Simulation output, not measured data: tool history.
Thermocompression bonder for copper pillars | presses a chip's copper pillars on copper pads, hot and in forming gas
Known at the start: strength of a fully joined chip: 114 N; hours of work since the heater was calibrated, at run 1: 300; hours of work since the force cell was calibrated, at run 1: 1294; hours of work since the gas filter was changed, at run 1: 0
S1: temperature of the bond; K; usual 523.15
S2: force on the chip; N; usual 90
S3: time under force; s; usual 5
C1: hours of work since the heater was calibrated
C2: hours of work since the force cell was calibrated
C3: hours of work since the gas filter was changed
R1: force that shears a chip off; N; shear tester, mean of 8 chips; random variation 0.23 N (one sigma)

run,hour,S1,S2,S3,C1,C2,C3,R1
1,0.0,523.15,90,5,300,1294,0,40.5
2,43.6,523.15,90,5,332,1327,33,40.5
3,87.1,523.15,90,5,365,1359,65,40.3
4,135.4,523.15,81,5,401,1396,102,36.3
5,182.0,523.15,90,5,436,1430,137,40.4
6,204.4,538.15,90,5,453,1447,153,47.1
7,232.2,523.15,90,5,474,1468,174,40.1
8,268.1,523.15,90,5,501,1495,201,40.2
9,293.9,523.15,90,5,520,1514,220,39.9
10,334.0,523.15,90,5,550,1544,250,39.9
11,355.0,523.15,90,5,566,1560,266,39.9
12,391.9,523.15,72,5,593,1588,294,31.1
13,431.1,523.15,72,5,623,1617,323,30.9
14,456.8,521.15,115,4,642,1636,343,45.7
15,498.6,541.15,89,9,673,1668,374,58.3
# hour 533.6: forming gas filter changed
16,537.0,540.15,90,5,702,1696,3,47.9
17,562.1,540.15,90,5,721,1715,21,46.7
# hour 569.1: gauge calibrated
18,581.7,524.15,64,11,735,1730,36,39.6
19,605.9,539.15,107,10,754,1748,54,70.7
20,644.4,539.15,56,10,782,1777,83,38.4
21,671.0,539.15,56,10,802,1797,103,38.2
22,694.1,539.15,56,10,820,1814,120,37.8
23,728.3,539.15,56,10,845,1840,146,38.1
24,774.1,539.15,85,3,880,1874,180,36.3
25,797.7,519.15,93,15,897,1892,198,59.1
26,833.6,498.15,58,15,924,1919,225,28.6

Forecast each of these 4 alternatives for the next run:
A,863.7,543.15,75,10,947,1941,248,?
B,863.7,514.15,58,13,947,1941,248,?
C,863.7,498.15,58,10,947,1941,248,?
D,863.7,527.15,90,5,947,1941,248,?

run,R1
A,53.1
B,32.9
C,24.2
D,41.8
Without the tool's hidden state the same runs would have given:
run,R1
A,54.1
B,33.5
C,24.6
D,42.6
